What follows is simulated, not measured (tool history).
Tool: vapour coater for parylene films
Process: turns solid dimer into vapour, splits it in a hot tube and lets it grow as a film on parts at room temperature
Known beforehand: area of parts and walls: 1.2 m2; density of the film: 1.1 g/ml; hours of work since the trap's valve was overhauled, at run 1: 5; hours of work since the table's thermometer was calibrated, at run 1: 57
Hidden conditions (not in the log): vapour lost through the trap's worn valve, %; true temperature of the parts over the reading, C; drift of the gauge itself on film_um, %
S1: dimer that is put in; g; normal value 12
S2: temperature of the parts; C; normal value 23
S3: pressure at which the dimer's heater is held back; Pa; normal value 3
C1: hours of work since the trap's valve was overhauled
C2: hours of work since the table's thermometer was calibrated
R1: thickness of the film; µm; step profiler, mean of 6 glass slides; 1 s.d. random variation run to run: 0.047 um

{"run": 1, "day": 0.0, "S1": 12, "S2": 23, "S3": 3, "C1": 5, "C2": 57, "R1": 5.33}
{"run": 2, "day": 1.096, "S1": 12, "S2": 23, "S3": 3, "C1": 21, "C2": 72, "R1": 5.3}
{"run": 3, "day": 1.704, "S1": 12, "S2": 23, "S3": 3, "C1": 29, "C2": 81, "R1": 5.27}
{"run": 4, "day": 3.012, "S1": 12, "S2": 23, "S3": 3, "C1": 47, "C2": 99, "R1": 5.18}
{"run": 5, "day": 4.342, "S1": 12, "S2": 23, "S3": 3, "C1": 66, "C2": 118, "R1": 5.12}
{"run": 6, "day": 5.354, "S1": 12, "S2": 23, "S3": 3, "C1": 80, "C2": 132, "R1": 5.2}
{"run": 7, "day": 6.312, "S1": 12, "S2": 23, "S3": 3, "C1": 93, "C2": 145, "R1": 5.18}
{"run": 8, "day": 7.392, "S1": 12, "S2": 34, "S3": 3, "C1": 108, "C2": 160, "R1": 3.5}
{"run": 9, "day": 8.575, "S1": 12, "S2": 23, "S3": 2.17, "C1": 125, "C2": 177, "R1": 5.09}
{"run": 10, "day": 9.988, "S1": 12, "S2": 23, "S3": 2.17, "C1": 145, "C2": 196, "R1": 5.12}
{"run": 11, "day": 11.312, "S1": 6, "S2": 23, "S3": 3, "C1": 163, "C2": 215, "R1": 2.5}
{"run": 12, "day": 12.642, "S1": 6, "S2": 31, "S3": 3, "C1": 182, "C2": 233, "R1": 1.9}
{"run": 13, "day": 14.038, "S1": 6, "S2": 31, "S3": 3, "C1": 201, "C2": 253, "R1": 1.87}
{"run": 14, "day": 15.054, "S1": 6, "S2": 31, "S3": 3, "C1": 215, "C2": 267, "R1": 1.83}
{"run": 15, "day": 15.988, "S1": 6, "S2": 31, "S3": 3, "C1": 228, "C2": 280, "R1": 1.83}
{"run": 16, "day": 16.617, "S1": 6, "S2": 31, "S3": 3, "C1": 237, "C2": 289, "R1": 1.85}
{"run": 17, "day": 17.721, "S1": 9, "S2": 23, "S3": 3, "C1": 252, "C2": 304, "R1": 3.62}
{"run": 18, "day": 18.508, "S1": 9, "S2": 23, "S3": 3, "C1": 263, "C2": 315, "R1": 3.58}
{"run": 19, "day": 19.412, "S1": 5, "S2": 23, "S3": 3, "C1": 276, "C2": 328, "R1": 1.99}
{"run": 20, "day": 20.575, "S1": 5, "S2": 23, "S3": 3, "C1": 292, "C2": 344, "R1": 1.98}
{"run": 21, "day": 21.217, "S1": 12, "S2": 23, "S3": 3, "C1": 301, "C2": 353, "R1": 4.75}
{"run": 22, "day": 22.479, "S1": 12, "S2": 23, "S3": 3, "C1": 319, "C2": 370, "R1": 4.74}
{"run": 23, "day": 23.867, "S1": 12, "S2": 23, "S3": 3, "C1": 338, "C2": 390, "R1": 4.63}
{"run": 24, "day": 24.704, "S1": 12, "S2": 22, "S3": 4.78, "C1": 350, "C2": 401, "R1": 4.69}
{"day": 25.192, "done": "trap's valve overhauled"}
{"run": 25, "day": 26.183, "S1": 12, "S2": 22, "S3": 4.78, "C1": 14, "C2": 420, "R1": 5.47}
{"run": 26, "day": 27.325, "S1": 12, "S2": 22, "S3": 4.78, "C1": 30, "C2": 436, "R1": 5.32}
{"run": 27, "day": 28.5, "S1": 8, "S2": 21, "S3": 4.19, "C1": 46, "C2": 452, "R1": 3.76}
{"run": 28, "day": 29.371, "S1": 12, "S2": 23, "S3": 2.26, "C1": 58, "C2": 464, "R1": 5.3}
{"run": 29, "day": 30.575, "S1": 12, "S2": 23, "S3": 2.26, "C1": 75, "C2": 481, "R1": 5.34}
{"run": 30, "day": 31.188, "S1": 12, "S2": 23, "S3": 2.26, "C1": 84, "C2": 489, "R1": 5.34}
{"run": 31, "day": 32.408, "S1": 8, "S2": 20, "S3": 2.04, "C1": 101, "C2": 506, "R1": 3.95}

The next listed run, before its measurement:
{"day": 32.554, "done": "table's thermometer calibrated"}
{"run": 32, "day": 33.458, "S1": 8, "S2": 20, "S3": 2.04, "C1": 115, "C2": 13, "R1": "?"}

R1: 3.97 µm
If the tool had no hidden condition, the same run with the same run-to-run variation would have returned R1 3.99 µm.

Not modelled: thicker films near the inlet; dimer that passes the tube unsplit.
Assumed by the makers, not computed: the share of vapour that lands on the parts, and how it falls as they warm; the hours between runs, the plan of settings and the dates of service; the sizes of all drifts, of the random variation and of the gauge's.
